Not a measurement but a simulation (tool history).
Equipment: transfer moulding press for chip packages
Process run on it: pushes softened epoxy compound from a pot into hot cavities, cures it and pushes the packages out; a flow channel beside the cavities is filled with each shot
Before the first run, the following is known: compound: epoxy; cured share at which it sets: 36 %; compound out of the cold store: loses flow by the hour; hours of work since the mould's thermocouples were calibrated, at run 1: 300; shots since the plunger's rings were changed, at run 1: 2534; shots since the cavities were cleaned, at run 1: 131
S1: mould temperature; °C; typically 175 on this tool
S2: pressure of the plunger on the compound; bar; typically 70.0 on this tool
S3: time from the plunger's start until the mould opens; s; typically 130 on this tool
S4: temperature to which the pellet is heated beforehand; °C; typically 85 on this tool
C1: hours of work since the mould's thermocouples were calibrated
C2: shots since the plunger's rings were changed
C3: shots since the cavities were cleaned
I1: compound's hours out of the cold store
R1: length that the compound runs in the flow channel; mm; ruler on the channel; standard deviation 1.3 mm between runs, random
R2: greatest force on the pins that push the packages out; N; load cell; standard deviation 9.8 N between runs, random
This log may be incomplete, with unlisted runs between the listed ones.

| run | hour | S1 | S2 | S3 | S4 | C1 | C2 | C3 | I1 | R1 | R2 |
|---|---|---|---|---|---|---|---|---|---|---|---|
| 1 | 0.0 | 175 | 70.0 | 130 | 85 | 300 | 2534 | 131 | 14.0 | 919 | 561 |
|  | 37.4 | cavities cleaned with cleaning compound and waxed |
| 2 | 82.5 | 175 | 70.0 | 130 | 85 | 350 | 3247 | 397 | 31.4 | 830 | 621 |
|  | 91.7 | cavities cleaned with cleaning compound and waxed |
| 3 | 127.8 | 173 | 70.0 | 130 | 85 | 377 | 3632 | 317 | 17.7 | 900 | 654 |
|  | 144.4 | cavities cleaned with cleaning compound and waxed |
|  | 157.7 | plunger's sealing rings changed |
| 4 | 180.3 | 173 | 70.0 | 130 | 85 | 406 | 198 | 293 | 41.3 | 812 | 645 |
|  | 200.2 | cavities cleaned with cleaning compound and waxed |
|  | 252.0 | cavities cleaned with cleaning compound and waxed |
| 5 | 259.2 | 175 | 70.0 | 130 | 85 | 453 | 866 | 63 | 8.4 | 962 | 526 |
|  | 303.2 | cavities cleaned with cleaning compound and waxed |
| 6 | 314.2 | 175 | 70.0 | 130 | 85 | 486 | 1337 | 96 | 26.6 | 867 | 530 |
|  | 355.1 | cavities cleaned with cleaning compound and waxed |
| 7 | 355.6 | 175 | 70.0 | 130 | 79 | 510 | 1688 | 4 | 39.8 | 804 | 443 |
| 8 | 389.5 | 175 | 70.0 | 130 | 85 | 531 | 1987 | 303 | 11.1 | 937 | 633 |
|  | 407.4 | cavities cleaned with cleaning compound and waxed |
| 9 | 432.6 | 175 | 70.0 | 130 | 85 | 556 | 2353 | 222 | 27.2 | 859 | 601 |
|  | 456.4 | cavities cleaned with cleaning compound and waxed |
|  | 506.4 | cavities cleaned with cleaning compound and waxed |
| 10 | 515.4 | 175 | 70.0 | 130 | 85 | 605 | 3055 | 79 | 30.0 | 840 | 479 |
|  | 558.3 | cavities cleaned with cleaning compound and waxed |
| 11 | 584.1 | 175 | 70.0 | 130 | 94 | 647 | 3647 | 227 | 33.7 | 822 | 593 |
|  | 609.0 | plunger's sealing rings changed |
|  | 610.5 | cavities cleaned with cleaning compound and waxed |
| 12 | 657.4 | 175 | 70.0 | 130 | 94 | 689 | 413 | 413 | 13.5 | 934 | 661 |
|  | 666.3 | cavities cleaned with cleaning compound and waxed |
|  | 716.3 | cavities cleaned with cleaning compound and waxed |
| 13 | 731.0 | 175 | 70.0 | 130 | 94 | 732 | 1034 | 129 | 27.2 | 862 | 556 |
|  | 765.9 | cavities cleaned with cleaning compound and waxed |
| 14 | 779.7 | 167 | 62.6 | 132 | 90 | 761 | 1449 | 121 | 20.9 | 862 | 760 |
|  | 815.0 | cavities cleaned with cleaning compound and waxed |
| 15 | 833.9 | 175 | 75.8 | 169 | 85 | 794 | 1913 | 167 | 36.8 | 852 | 507 |
|  | 867.9 | cavities cleaned with cleaning compound and waxed |
| 16 | 868.8 | 175 | 70.0 | 121 | 92 | 814 | 2207 | 7 | 14.4 | 920 | 511 |

5 options for the next run, each taken on its own from the tool as it stands now. Forecast them:
|  | 919.4 | cavities cleaned with cleaning compound and waxed |
| A | 930.9 | 175 | 83.9 | 112 | 85 | 851 | 2741 | 102 | 30.4 | ? | ? |
|  | 919.4 | cavities cleaned with cleaning compound and waxed |
| B | 930.9 | 175 | 70.0 | 121 | 83 | 851 | 2741 | 102 | 32.3 | ? | ? |
|  | 919.4 | cavities cleaned with cleaning compound and waxed |
| C | 930.9 | 172 | 70.0 | 130 | 85 | 851 | 2741 | 102 | 45.5 | ? | ? |
|  | 919.4 | cavities cleaned with cleaning compound and waxed |
| D | 930.9 | 175 | 70.0 | 115 | 92 | 851 | 2741 | 102 | 32.9 | ? | ? |
|  | 919.4 | cavities cleaned with cleaning compound and waxed |
| E | 930.9 | 178 | 70.0 | 168 | 88 | 851 | 2741 | 102 | 39.8 | ? | ? |

| run | R1 | R2 |
|---|---|---|
| A | 922 | 624 |
| B | 832 | 553 |
| C | 780 | 559 |
| D | 832 | 578 |
| E | 795 | 473 |
What these runs would have given with no unlogged condition in the tool:
| run | R1 | R2 |
|---|---|---|
| A | 936 | 529 |
| B | 845 | 473 |
| C | 792 | 476 |
| D | 845 | 492 |
| E | 808 | 413 |
